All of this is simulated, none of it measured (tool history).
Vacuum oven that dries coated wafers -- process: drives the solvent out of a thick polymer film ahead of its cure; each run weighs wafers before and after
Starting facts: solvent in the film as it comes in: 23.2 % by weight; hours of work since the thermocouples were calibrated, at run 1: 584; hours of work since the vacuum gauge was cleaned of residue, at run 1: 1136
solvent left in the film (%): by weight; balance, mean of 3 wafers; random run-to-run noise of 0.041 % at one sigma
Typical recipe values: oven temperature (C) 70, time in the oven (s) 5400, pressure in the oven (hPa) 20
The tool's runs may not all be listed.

| run | hour | oven temperature (C) | time in the oven (s) | pressure in the oven (hPa) | hours of work since the thermocouples were calibrated | hours of work since the vacuum gauge was cleaned of residue | solvent left in the film (%) |
|---|---|---|---|---|---|---|---|
| 1 | 0 | 70 | 5400 | 20 | 584 | 1136 | 4.15 |
| 2 | 37.1 | 70 | 5400 | 20 | 606 | 1157 | 4.16 |
| 3 | 99.3 | 60 | 5400 | 20 | 643 | 1194 | 7.67 |
| 4 | 151.4 | 60 | 5400 | 20 | 673 | 1225 | 7.63 |
| 5 | 203.7 | 60 | 5400 | 20 | 704 | 1255 | 7.73 |
| 6 | 232.1 | 60 | 5400 | 20 | 721 | 1272 | 7.65 |
| 7 | 275.4 | 60 | 5400 | 20 | 746 | 1297 | 7.65 |
| 8 | 326.9 | 60 | 5400 | 20 | 776 | 1328 | 7.6 |
| 9 | 372.3 | 70 | 5400 | 78.1 | 803 | 1354 | 7.37 |
| 10 | 407.3 | 70 | 5400 | 78.1 | 824 | 1375 | 7.31 |
| 11 | 466.8 | 70 | 5400 | 78.1 | 859 | 1410 | 7.47 |
|  | 529.2 | vacuum gauge cleaned of residue and calibrated |
| 12 | 529.2 | 70 | 5400 | 20 | 894 | 0 | 3.68 |
| 13 | 580.6 | 70 | 5400 | 20 | 925 | 30 | 3.66 |
| 14 | 640.1 | 70 | 5400 | 20 | 960 | 65 | 3.62 |
|  | 646.9 | oven's thermocouples calibrated |
| 15 | 688.2 | 70 | 5400 | 20 | 24 | 92 | 3.32 |
| 16 | 750.2 | 70 | 7200 | 20 | 61 | 129 | 2.22 |
|  | 771.8 | oven's thermocouples calibrated, once more |
| 17 | 781.5 | 70 | 7200 | 20 | 6 | 146 | 2.97 |
| 18 | 837.6 | 70 | 5400 | 20 | 39 | 179 | 4.3 |
| 19 | 882.7 | 70 | 5400 | 20 | 65 | 205 | 4.2 |
| 20 | 936.6 | 70 | 5400 | 20 | 97 | 237 | 4.22 |
| 21 | 967.6 | 70 | 5400 | 20 | 115 | 255 | 4.22 |
| 22 | 1001.3 | 70 | 5400 | 20 | 135 | 275 | 4.25 |
| 23 | 1040.1 | 70 | 5400 | 20 | 158 | 298 | 4.22 |
| 24 | 1094.7 | 62 | 8700 | 60.1 | 190 | 330 | 7.83 |
| 25 | 1135.6 | 62 | 3420 | 26.4 | 214 | 354 | 10.17 |
| 26 | 1166.9 | 82 | 4200 | 60 | 232 | 372 | 3.94 |
| 27 | 1202.3 | 74 | 6600 | 12.2 | 253 | 393 | 1.96 |
| 28 | 1248.8 | 65 | 5400 | 20 | 280 | 420 | 5.82 |
| 29 | 1276.3 | 74 | 4980 | 20 | 296 | 437 | 3.44 |
| 30 | 1318 | 59 | 6660 | 24.1 | 321 | 461 | 7.11 |
| 31 | 1378.7 | 59 | 6660 | 24.1 | 357 | 497 | 7.2 |
| 32 | 1408.1 | 71 | 3120 | 24.1 | 374 | 514 | 7.22 |
| 33 | 1462.9 | 61 | 2820 | 52.7 | 406 | 546 | 13.12 |
| 34 | 1505.4 | 70 | 4200 | 20 | 431 | 571 | 5.48 |
| 35 | 1535.5 | 70 | 5460 | 56 | 449 | 589 | 6.2 |
| 36 | 1562.2 | 81 | 5460 | 16.5 | 464 | 605 | 1.52 |
| 37 | 1607.8 | 78 | 5700 | 65.5 | 491 | 631 | 4.1 |
| 38 | 1669.1 | 70 | 5400 | 41.2 | 527 | 667 | 5.34 |
| 39 | 1699.1 | 70 | 8640 | 12.1 | 545 | 685 | 1.77 |
| 40 | 1756.3 | 70 | 8640 | 12.1 | 578 | 719 | 1.86 |
| 41 | 1792.9 | 62 | 3000 | 14.7 | 600 | 740 | 10.1 |
| 42 | 1822.4 | 69 | 2880 | 14.7 | 617 | 757 | 7.86 |
| 43 | 1868.5 | 68 | 5460 | 14.7 | 644 | 785 | 4.16 |
| 44 | 1930.3 | 70 | 6180 | 16.2 | 681 | 821 | 3.13 |
| 45 | 1986.2 | 83 | 6060 | 16.2 | 713 | 854 | 1.09 |

5 options for the next run, each taken on its own from the tool as it stands now. Forecast them:
| A | 2023.5 | 59 | 9000 | 16.2 | 735 | 876 | ? |
| B | 2023.5 | 83 | 6060 | 26.5 | 735 | 876 | ? |
| C | 2023.5 | 65 | 6060 | 70 | 735 | 876 | ? |
| D | 2023.5 | 83 | 2700 | 78.3 | 735 | 876 | ? |
| E | 2023.5 | 83 | 4440 | 68.6 | 735 | 876 | ? |

| run | solvent left in the film (%) |
|---|---|
| A | 4.58 |
| B | 1.48 |
| C | 8.36 |
| D | 5.88 |
| E | 3.66 |
Without the tool's hidden state the same runs would have given:
| run | solvent left in the film (%) |
|---|---|
| A | 4.79 |
| B | 1.52 |
| C | 8.83 |
| D | 6.31 |
| E | 3.9 |
